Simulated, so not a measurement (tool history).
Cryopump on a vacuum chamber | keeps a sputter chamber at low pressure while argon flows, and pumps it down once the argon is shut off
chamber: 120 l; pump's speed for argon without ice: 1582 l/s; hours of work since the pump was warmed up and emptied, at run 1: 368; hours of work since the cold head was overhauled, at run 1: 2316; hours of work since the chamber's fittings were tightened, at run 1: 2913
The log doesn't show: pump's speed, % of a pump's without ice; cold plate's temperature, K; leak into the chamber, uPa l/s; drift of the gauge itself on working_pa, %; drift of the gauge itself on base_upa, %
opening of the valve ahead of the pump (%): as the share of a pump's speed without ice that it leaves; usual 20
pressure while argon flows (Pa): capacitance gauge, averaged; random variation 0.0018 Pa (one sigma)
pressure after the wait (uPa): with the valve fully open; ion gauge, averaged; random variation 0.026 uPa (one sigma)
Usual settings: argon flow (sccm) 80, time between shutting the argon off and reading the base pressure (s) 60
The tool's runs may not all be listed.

run	hour	argon flow (sccm)	time between shutting the argon off and reading the base pressure (s)	opening of the valve ahead of the pump (%)	hours of work since the pump was warmed up and emptied	hours of work since the cold head was overhauled	hours of work since the chamber's fittings were tightened	pressure while argon flows (Pa)	pressure after the wait (uPa)
1	0	80	60	20	368	2316	2913	0.4419	3.01
2	42.1	80	60	28	403	2351	2948	0.3207	3.05
3	86.7	80	60	28	440	2388	2986	0.3234	3.01
4	159.4	154	60	20	501	2449	3046	0.8549	3.13
5	218.4	80	64	20	550	2498	3096	0.4469	3.2
6	280.3	80	60	20	602	2550	3147	0.4494	3.33
7	345.6	80	60	20	657	2604	3202	0.4489	3.41
8	422.1	80	134	20	721	2668	3266	0.4569	3.05
9	485.8	80	134	20	774	2722	3319	0.4544	3.05
10	531.3	80	134	20	812	2760	3357	0.4567	3.2
11	577.8	80	134	20	851	2799	3396	0.4609	3.21
12	641.3	80	60	20	904	2852	3449	0.4641	3.75
# hour 651.2: pump warmed up, emptied and cooled again
13	712.7	80	60	20	51	2907	3505	0.4314	3.1
# hour 736.6: leaking fittings of the chamber tightened, without venting
14	761.2	80	60	34	90	2946	21	0.2545	1.14
15	835.7	80	60	20	153	3008	83	0.4349	1.15
16	872.4	89	60	20	183	3039	114	0.4833	1.13
17	941.3	89	95	20	241	3097	171	0.4799	0.89
18	1008.8	89	95	20	297	3153	228	0.4902	0.94
19	1067.2	80	58	16	346	3202	276	0.5518	1.34
20	1120.7	149	60	21	391	3247	321	0.7797	1.36
21	1173.7	34	27	19	435	3291	365	0.1974	2.5
22	1241.6	74	27	23	492	3348	422	0.357	2.46
23	1306.2	74	27	23	546	3402	476	0.3606	2.56
24	1378.8	34	117	18	607	3463	537	0.2109	1.04
25	1422.8	34	117	18	643	3499	574	0.2111	1.13
26	1473.1	144	23	28	686	3541	616	0.5965	3.07
27	1509.5	144	23	28	716	3572	646	0.5926	3.03
28	1568.3	80	21	26	765	3621	695	0.356	3.27
29	1648.5	80	186	33	832	3688	762	0.2888	1.1
30	1724.6	55	70	32	896	3752	826	0.2064	1.61
# hour 1746.4: pump warmed up, emptied and cooled again
31	1771.3	55	70	32	21	3786	861	0.1848	1.36
32	1828	120	33	45	68	3834	908	0.2916	2.31
33	1877.5	38	87	56	110	3875	950	0.0739	1.32
34	1956.1	80	161	55	175	3941	1015	0.1602	1.17
35	2012.7	77	38	49	223	3988	1063	0.1777	2.26

Forecast each of these 3 alternatives for the next run:
A	2087.9	51	60	43	286	4051	1126	?	?
B	2087.9	43	49	52	286	4051	1126	?	?
C	2087.9	57	46	53	286	4051	1126	?	?

run	pressure while argon flows (Pa)	pressure after the wait (uPa)
A	0.1331	1.79
B	0.0939	1.96
C	0.1221	2.03
Without the tool's hidden state the same runs would have given:
run	pressure while argon flows (Pa)	pressure after the wait (uPa)
A	0.1266	1.1
B	0.0885	1.27
C	0.115	1.35

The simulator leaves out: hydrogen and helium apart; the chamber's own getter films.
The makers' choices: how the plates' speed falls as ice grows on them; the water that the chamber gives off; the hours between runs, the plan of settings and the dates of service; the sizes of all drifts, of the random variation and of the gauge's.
